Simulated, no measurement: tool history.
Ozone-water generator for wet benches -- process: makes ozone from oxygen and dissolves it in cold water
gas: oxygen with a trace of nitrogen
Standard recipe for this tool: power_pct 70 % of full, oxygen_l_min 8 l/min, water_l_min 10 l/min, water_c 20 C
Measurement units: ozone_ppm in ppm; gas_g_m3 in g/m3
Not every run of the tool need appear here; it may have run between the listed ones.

run	hour	power_pct	oxygen_l_min	water_l_min	water_c	ozone_ppm	gas_g_m3
1	0	70	8	10	20	18.5	134.2
2	55.8	70	8	10	20	18.6	134.3
3	132.3	70	8	10	20	18.5	133.6
4	207.3	70	8	10	20	18.5	132
5	303.4	70	8	10	20	18.6	132.5
6	386.6	70	8	10	20	18.2	131.9
7	470.9	70	8	10	20	18.3	131.5
8	539.6	70	8	10	20	18.7	131.4
9	585.7	70	8	10	20	18.3	131.4
10	647.8	70	8	10	20	18.8	132.5
11	729.1	70	8	10	20	18.3	130.4
12	811.7	92	8	10	20	21.7	155.3
13	888.9	70	8	10	20	18.2	131
14	979.6	70	8	10	20	18.2	129.5
15	1066.2	70	8	10	20	18.1	132.6
16	1115.2	70	8	10	20	17.9	129.8
17	1204.5	47	7.03	11	21	13.2	107.6
18	1263.3	47	7.03	11	21	13.1	107.3
19	1341.5	47	7.03	11	21	13.1	107.5
20	1392.2	47	8.79	9	21	14.5	99
21	1489.7	47	8.79	9	21	14.7	99.7

The next listed run, before its measurement:
22	1593.1	54	8.79	7	15	?	?

Run 22 produced ozone_ppm 21.2 ppm, gas_g_m3 107.3 g/m3.
Take away the tool's hidden state, keep the run-to-run variation as it was, and the same run would have given ozone_ppm 23.4 ppm, gas_g_m3 116.3 g/m3.

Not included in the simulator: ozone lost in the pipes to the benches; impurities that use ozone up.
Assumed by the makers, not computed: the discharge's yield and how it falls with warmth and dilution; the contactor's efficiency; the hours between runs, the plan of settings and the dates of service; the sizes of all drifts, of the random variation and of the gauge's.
